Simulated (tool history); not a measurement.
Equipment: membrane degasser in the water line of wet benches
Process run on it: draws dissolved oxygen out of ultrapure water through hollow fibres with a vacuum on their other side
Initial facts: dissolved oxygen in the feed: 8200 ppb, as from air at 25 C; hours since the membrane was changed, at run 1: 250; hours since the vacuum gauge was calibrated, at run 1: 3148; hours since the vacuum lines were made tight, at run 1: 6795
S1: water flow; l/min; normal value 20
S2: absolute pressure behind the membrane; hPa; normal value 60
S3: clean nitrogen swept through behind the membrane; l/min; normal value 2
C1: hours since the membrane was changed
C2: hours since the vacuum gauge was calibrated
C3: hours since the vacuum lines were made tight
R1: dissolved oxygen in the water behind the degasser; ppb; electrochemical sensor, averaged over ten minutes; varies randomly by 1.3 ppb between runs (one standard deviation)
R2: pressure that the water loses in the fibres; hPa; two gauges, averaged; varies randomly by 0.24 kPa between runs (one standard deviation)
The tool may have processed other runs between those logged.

run 1 day=0 | S1=20 S2=60 S3=2 | C1=250 C2=3148 C3=6795 | R1=129.6 R2=613.8
run 2 day=3.742 | S1=20 S2=60 S3=2 | C1=340 C2=3238 C3=6884 | R1=133.9 R2=609.5
run 3 day=9.512 | S1=20 S2=60 S3=4.11 | C1=478 C2=3377 C3=7023 | R1=98 R2=612.3
run 4 day=13.8 | S1=20 S2=60 S3=4.11 | C1=581 C2=3480 C3=7126 | R1=101.1 R2=611.8
run 5 day=17.279 | S1=20 S2=60 S3=2 | C1=665 C2=3563 C3=7209 | R1=134.2 R2=612.9
run 6 day=21.667 | S1=20 S2=60 S3=5.66 | C1=770 C2=3668 C3=7315 | R1=91.4 R2=613.4
run 7 day=25.588 | S1=14 S2=60 S3=4.57 | C1=864 C2=3763 C3=7409 | R1=33.7 R2=431.1
run 8 day=29.3 | S1=20 S2=126.5 S3=2.21 | C1=953 C2=3852 C3=7498 | R1=269.2 R2=615.5
run 9 day=34.183 | S1=24 S2=74.7 S3=0.83 | C1=1071 C2=3969 C3=7615 | R1=395.5 R2=740.7
run 10 day=39.258 | S1=24 S2=74.7 S3=0.83 | C1=1192 C2=4091 C3=7737 | R1=393.4 R2=738.3

Forecast each of these 4 alternatives for the next run:
run A day=43.471 | S1=20 S2=52.4 S3=4.55 | C1=1293 C2=4192 C3=7838 | R1=? R2=?
run B day=43.471 | S1=14 S2=49 S3=2.52 | C1=1293 C2=4192 C3=7838 | R1=? R2=?
run C day=43.471 | S1=20 S2=68.2 S3=4.26 | C1=1293 C2=4192 C3=7838 | R1=? R2=?
run D day=43.471 | S1=30 S2=57.9 S3=1.2 | C1=1293 C2=4192 C3=7838 | R1=? R2=?

run=A R1=89.9 R2=619.9
run=B R1=36.7 R2=433.9
run=C R1=110.4 R2=614.8
run=D R1=415.7 R2=917.9
Take away the tool's hidden state, keep each run's random variation, and the runs would have read:
run=A R1=85 R2=614.6
run=B R1=33.1 R2=430.2
run=C R1=104.9 R2=609.5
run=D R1=398.8 R2=910
